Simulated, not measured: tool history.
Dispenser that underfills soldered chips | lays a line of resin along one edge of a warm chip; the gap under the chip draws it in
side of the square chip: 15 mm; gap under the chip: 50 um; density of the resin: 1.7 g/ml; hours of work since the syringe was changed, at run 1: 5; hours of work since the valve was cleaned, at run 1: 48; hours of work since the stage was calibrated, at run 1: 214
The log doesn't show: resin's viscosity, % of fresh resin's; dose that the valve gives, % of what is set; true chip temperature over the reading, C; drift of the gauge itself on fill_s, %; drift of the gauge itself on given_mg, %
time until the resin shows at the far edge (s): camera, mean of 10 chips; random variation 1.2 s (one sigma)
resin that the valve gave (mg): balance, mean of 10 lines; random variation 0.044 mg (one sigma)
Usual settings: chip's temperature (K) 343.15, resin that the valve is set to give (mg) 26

run  hour  chip's temperature (K)  resin that the valve is set to give (mg)  hours of work since the syringe was changed  hours of work since the valve was cleaned  hours of work since the stage was calibrated  time until the resin shows at the far edge (s)  resin that the valve gave (mg)
  1     0                  343.15                                        26                                            5                                         48                                           214                                           134.8                            25.5
  2   3.6                  343.15                                        26                                            8                                         51                                           216                                           147.1                           25.52
  3    10                  331.15                                        26                                           11                                         55                                           220                                           305.3                           25.51
       11  -- new syringe of resin
  4  14.3                  343.15                                        26                                            2                                         57                                           223                                           118.1                           25.49
  5  20.8                  343.15                                        26                                            6                                         61                                           227                                           140.1                           25.38
  6  25.1                  343.15                                        26                                            9                                         64                                           229                                           154.5                           25.43
     30.2  -- new syringe of resin
  7  30.9                  339.15                                        26                                            0                                         67                                           233                                           130.9                           25.36
  8    37                  348.15                                      22.9                                            4                                         71                                           236                                           108.6                           22.28
  9  45.5                  338.15                                      31.8                                            9                                         76                                           242                                             196                           30.86
     49.5  -- new syringe of resin
 10  53.6                  340.15                                      22.7                                            3                                         81                                           246                                           144.9                           22.01
 11  58.3                  340.15                                      22.7                                            5                                         84                                           249                                           160.4                           21.95

Forecast each of these 3 alternatives for the next run:
  A    64                  338.15                                      33.4                                            9                                         87                                           253                                               ?                               ?
  B    64                  343.15                                      22.2                                            9                                         87                                           253                                               ?                               ?
  C    64                  343.15                                      24.3                                            9                                         87                                           253                                               ?                               ?

run  time until the resin shows at the far edge (s)  resin that the valve gave (mg)
  A                                           183.6                           32.34
  B                                           166.7                           21.46
  C                                           154.9                           23.53
Without the tool's hidden state the same runs would have given:
run  time until the resin shows at the far edge (s)  resin that the valve gave (mg)
  A                                           142.3                           33.45
  B                                           127.2                            22.2
  C                                           118.6                           24.33
